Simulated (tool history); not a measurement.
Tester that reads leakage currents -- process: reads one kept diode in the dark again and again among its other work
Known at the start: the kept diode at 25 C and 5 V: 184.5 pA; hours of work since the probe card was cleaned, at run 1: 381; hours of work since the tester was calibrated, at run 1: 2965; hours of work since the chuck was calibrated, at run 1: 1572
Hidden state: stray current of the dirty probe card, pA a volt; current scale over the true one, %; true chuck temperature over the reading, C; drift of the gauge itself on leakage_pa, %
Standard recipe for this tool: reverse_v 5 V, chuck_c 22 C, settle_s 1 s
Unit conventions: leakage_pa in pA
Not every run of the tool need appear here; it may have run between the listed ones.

run      day  reverse_v  chuck_c  settle_s  hours of work since the probe card was cleaned  hours of work since the tester was calibrated  hours of work since the chuck was calibrated  leakage_pa
  1        0          5       22         1                                             381                                           2965                                          1572      130.41
  2    4.879          5       32         1                                             474                                           3058                                          1665      321.79
       9.221  -- chuck's temperature calibrated
  3   11.121          5       32         1                                             591                                           3175                                            36      340.71
  4     17.7          5       32         1                                             716                                           3300                                           161      339.33
  5   21.012        1.9       22         1                                             779                                           3363                                           225       80.03
  6   24.896        1.9       22         1                                             853                                           3437                                           298       80.26
  7   29.879       1.43       22         1                                             948                                           3532                                           393       68.39
  8   35.083       1.43       22         1                                            1047                                           3631                                           493       68.07
  9   40.588       1.43       22         1                                            1152                                           3736                                           597       68.18
 10   46.967          5       22         1                                            1273                                           3858                                           719      134.54
 11   50.246          5       22         1                                            1336                                           3920                                           781      133.86
 12   54.275          5       22         1                                            1413                                           3997                                           858      132.84
 13   57.496          5       22         1                                            1474                                           4058                                           919      132.87
 14   62.154          5       22         1                                            1563                                           4147                                          1008      132.87
 15   65.508          5       22         1                                            1626                                           4211                                          1072      132.13
 16   69.971          5       22         1                                            1711                                           4296                                          1157      131.41
 17   74.021          5       22         1                                            1789                                           4373                                          1234      131.17
 18   78.575          5       22      1.05                                            1875                                           4459                                          1321      130.78
 19   82.012          5       22      1.05                                            1941                                           4525                                          1386      130.37
 20   85.375          5       22      1.05                                            2005                                           4589                                          1450      130.27
 21   91.888          5       21         1                                            2129                                           4713                                          1574       117.5
 22   96.825        1.1       23      2.21                                            2223                                           4807                                          1668       61.52
     100.417  -- chuck's temperature calibrated
 23  102.004       6.55       25         1                                            2320                                           4904                                            30      210.34
 24  107.462       1.92       48       0.4                                            2424                                           5008                                           134      766.26
 25   111.45       1.92       48       0.4                                            2500                                           5084                                           210      760.22
 26  115.846       1.92       48      4.42                                            2583                                           5168                                           294      760.39
 27  119.925          5       21      5.89                                            2661                                           5245                                           371      121.66
 28  126.625      15.89       33      1.32                                            2789                                           5373                                           499      678.42
 29   130.45      15.89       33      1.32                                            2862                                           5446                                           572      677.25
     134.179  -- tester calibrated
 30  135.283      15.89       33      1.32                                            2952                                             21                                           662      698.74
 31  140.812       4.01       57       0.4                                            3057                                            126                                           768     2310.96
 32  146.942       3.41       21      0.31                                            3174                                            243                                           884      103.35
 33  152.892       3.41       23      1.46                                            3287                                            356                                           998      120.31
 34  159.075       3.41       23      1.46                                            3405                                            474                                          1115      119.19
 35  164.508       8.48       37      0.92                                            3508                                            578                                          1219      682.88
 36  170.625       5.94       24      0.99                                            3625                                            694                                          1335      176.63
 37  176.775          5       22      7.38                                            3742                                            811                                          1452      131.85
 38  180.779       8.16       32      0.95                                            3818                                            887                                          1529      425.35
 39  185.821       9.56       25      1.11                                            3914                                            983                                          1625       249.9
     189.242  -- probe card cleaned and baked
 40  189.575       9.56       25      1.11                                               6                                           1053                                          1694      246.05

What if the next run were any one of these 3? Each begins from the tool's condition after run 40:
     192.046  -- chuck's temperature calibrated
  A  192.479          5       23         1                                              60                                           1106                                             8           ?
     192.046  -- chuck's temperature calibrated
  B  192.479          5       32      0.46                                              60                                           1106                                             8           ?
     192.046  -- chuck's temperature calibrated
  C  192.479          5       30      9.97                                              60                                           1106                                             8           ?

run  leakage_pa
  A       154.2
  B       350.9
  C      290.33
What these runs would have given with no unlogged condition in the tool:
run  leakage_pa
  A      154.49
  B       351.7
  C      290.97
